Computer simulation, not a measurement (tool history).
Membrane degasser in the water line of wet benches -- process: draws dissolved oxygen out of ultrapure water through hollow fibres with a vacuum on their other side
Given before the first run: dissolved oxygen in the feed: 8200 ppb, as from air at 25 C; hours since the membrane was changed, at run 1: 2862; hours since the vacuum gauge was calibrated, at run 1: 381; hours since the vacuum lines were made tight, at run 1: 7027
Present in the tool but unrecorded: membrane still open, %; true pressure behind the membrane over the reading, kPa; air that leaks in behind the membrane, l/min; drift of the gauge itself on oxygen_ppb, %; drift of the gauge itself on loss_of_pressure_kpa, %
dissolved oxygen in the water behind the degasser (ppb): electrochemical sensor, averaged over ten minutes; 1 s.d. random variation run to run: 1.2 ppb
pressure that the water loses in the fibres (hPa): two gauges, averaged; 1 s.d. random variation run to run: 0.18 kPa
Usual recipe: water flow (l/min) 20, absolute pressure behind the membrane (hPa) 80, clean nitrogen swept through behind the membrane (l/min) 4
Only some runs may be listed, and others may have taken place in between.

run	hour	water flow (l/min)	absolute pressure behind the membrane (hPa)	clean nitrogen swept through behind the membrane (l/min)	hours since the membrane was changed	hours since the vacuum gauge was calibrated	hours since the vacuum lines were made tight	dissolved oxygen in the water behind the degasser (ppb)	pressure that the water loses in the fibres (hPa)
1	0	20	80	4	2862	381	7027	111.7	335.7
2	75.4	20	80	4	2937	456	7102	111.4	335.4
3	150.5	20	80	4	3012	531	7177	113	337.2
4	251.2	20	80	4	3113	632	7278	111.5	338.1
5	313.1	20	80	4	3175	694	7340	112.3	337.7
6	415.8	20	80	4	3278	797	7443	114	336.2
7	477.1	20	80	4	3339	858	7504	112.9	336
8	544.2	18	80	4	3406	925	7571	86.7	302.7
9	591.9	18	80	4	3454	973	7619	85.4	301
10	635.1	18	80	4	3497	1016	7662	85.7	303.9
# hour 653.2: seals of the vacuum lines changed
11	682	18	80	4	3542	1061	29	86.4	300.2
12	779.9	29	57.9	4	3640	1159	127	262.5	488.1
13	878.8	20	144.4	8.39	3739	1258	226	116.3	334.4
14	956.3	23	80	10.11	3816	1335	303	123.8	387.7
15	1051.5	20	119.6	4	3911	1430	398	161	333.7
16	1156.4	27	188.9	4	4016	1535	503	414.5	455.5
17	1245.7	13	188.9	9.38	4106	1625	593	59.1	214.6

Run 18 comes next. What will it give?
18	1311.5	23	147.3	4.25	4171	1690	658	?	?

Run 18 measured dissolved oxygen in the water behind the degasser (ppb) 239.1, pressure that the water loses in the fibres (hPa) 390.
Were there no unlogged condition in the tool, this run, its random variation unchanged, would have produced dissolved oxygen in the water behind the degasser (ppb) 238.9, pressure that the water loses in the fibres (hPa) 389.9.
